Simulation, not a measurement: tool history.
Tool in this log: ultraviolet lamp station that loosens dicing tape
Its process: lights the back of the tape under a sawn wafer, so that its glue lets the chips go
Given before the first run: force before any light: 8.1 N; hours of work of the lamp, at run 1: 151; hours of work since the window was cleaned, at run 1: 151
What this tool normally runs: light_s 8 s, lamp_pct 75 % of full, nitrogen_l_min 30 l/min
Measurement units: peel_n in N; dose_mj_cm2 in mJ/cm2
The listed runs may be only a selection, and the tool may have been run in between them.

| run | day | light_s | lamp_pct | nitrogen_l_min | hours of work of the lamp | hours of work since the window was cleaned | peel_n | dose_mj_cm2 |
|---|---|---|---|---|---|---|---|---|
| 1 | 0 | 8 | 75 | 30 | 151 | 151 | 0.865 | 447 |
| 2 | 0.708 | 8 | 93 | 30 | 164 | 164 | 0.586 | 553 |
| 3 | 1.321 | 8 | 93 | 30 | 175 | 175 | 0.6 | 546 |
| 4 | 2.1 | 8 | 93 | 30 | 189 | 189 | 0.607 | 543 |
| 5 | 2.554 | 8 | 93 | 30 | 197 | 197 | 0.591 | 542 |
| 6 | 3.025 | 8 | 93 | 30 | 206 | 206 | 0.617 | 537 |
| 7 | 3.588 | 8 | 93 | 30 | 216 | 216 | 0.618 | 535 |
| 8 | 4.129 | 6 | 93 | 30 | 226 | 226 | 1.093 | 398 |
| 9 | 4.462 | 8 | 75 | 44 | 232 | 232 | 0.713 | 430 |
| 10 | 4.854 | 8 | 75 | 30 | 239 | 239 | 0.925 | 428 |
| 11 | 5.333 | 8 | 75 | 30 | 248 | 248 | 0.971 | 427 |
| 12 | 5.833 | 8 | 75 | 32 | 257 | 257 | 0.919 | 423 |
| 13 | 6.325 | 8 | 75 | 30 | 266 | 266 | 1.001 | 424 |
| 14 | 6.854 | 8 | 75 | 30 | 276 | 276 | 0.993 | 424 |
| 15 | 7.579 | 8 | 75 | 30 | 289 | 289 | 0.994 | 420 |
| 16 | 8.233 | 8 | 75 | 30 | 301 | 301 | 0.99 | 412 |
| 17 | 9.004 | 8 | 75 | 30 | 315 | 315 | 1.045 | 410 |
| 18 | 9.554 | 9 | 93 | 45 | 325 | 325 | 0.431 | 571 |
| 19 | 10.108 | 10 | 75 | 30 | 335 | 335 | 0.698 | 504 |
| 20 | 10.829 | 16 | 69 | 14 | 349 | 349 | 0.628 | 748 |
| 21 | 11.45 | 6 | 84 | 14 | 360 | 360 | 2.229 | 336 |
| 22 | 12.183 | 8 | 83 | 30 | 373 | 373 | 0.911 | 443 |
| 23 | 12.542 | 13 | 75 | 30 | 380 | 380 | 0.444 | 650 |
| 24 | 12.938 | 13 | 75 | 30 | 387 | 387 | 0.446 | 636 |
| 25 | 13.708 | 13 | 90 | 10 | 401 | 401 | 0.834 | 766 |
| 26 | 14.079 | 4 | 62 | 10 | 408 | 408 | 4.618 | 163 |
| 27 | 14.529 | 6 | 100 | 26 | 416 | 416 | 1.242 | 389 |
| 28 | 14.95 | 6 | 100 | 26 | 424 | 424 | 1.322 | 384 |
| 29 | 15.471 | 6 | 100 | 35 | 433 | 433 | 0.984 | 385 |
| 30 | 16.254 | 6 | 75 | 35 | 448 | 448 | 1.651 | 286 |
| 31 | 16.925 | 6 | 75 | 35 | 460 | 460 | 1.649 | 285 |
| 32 | 17.554 | 6 | 75 | 35 | 471 | 471 | 1.71 | 284 |
| 33 | 18.062 | 7 | 78 | 22 | 481 | 481 | 1.722 | 340 |

Below, some changes in peel_n between adjacent runs. For each, the amount present without the hidden state too (settings, incoming material, random variation) and the amount remaining for the hidden state with gauge scatter not shared by both compared results:
The tool's hidden condition here consists of: lamp's light, % of a new lamp's; light that the window lets through, % of a clean one's; drift of the gauge itself on peel_n, %; drift of the gauge itself on dose_mj_cm2, %.
Run 20 -> 21: light_s 16 -> 6, lamp_pct 69 -> 84. peel_n +1.601 N: hidden state +0.357, all else +1.244.
Run 21 -> 22: light_s 6 -> 8, lamp_pct 84 -> 83, nitrogen_l_min 14 -> 30. peel_n -1.318 N: hidden state -0.248, all else -1.07.
Run 25 -> 26: light_s 13 -> 4, lamp_pct 90 -> 62. peel_n +3.784 N: hidden state +0.326, all else +3.458.
Run 26 -> 27: light_s 4 -> 6, lamp_pct 62 -> 100, nitrogen_l_min 10 -> 26. peel_n -3.376 N: hidden state -0.186, all else -3.19.
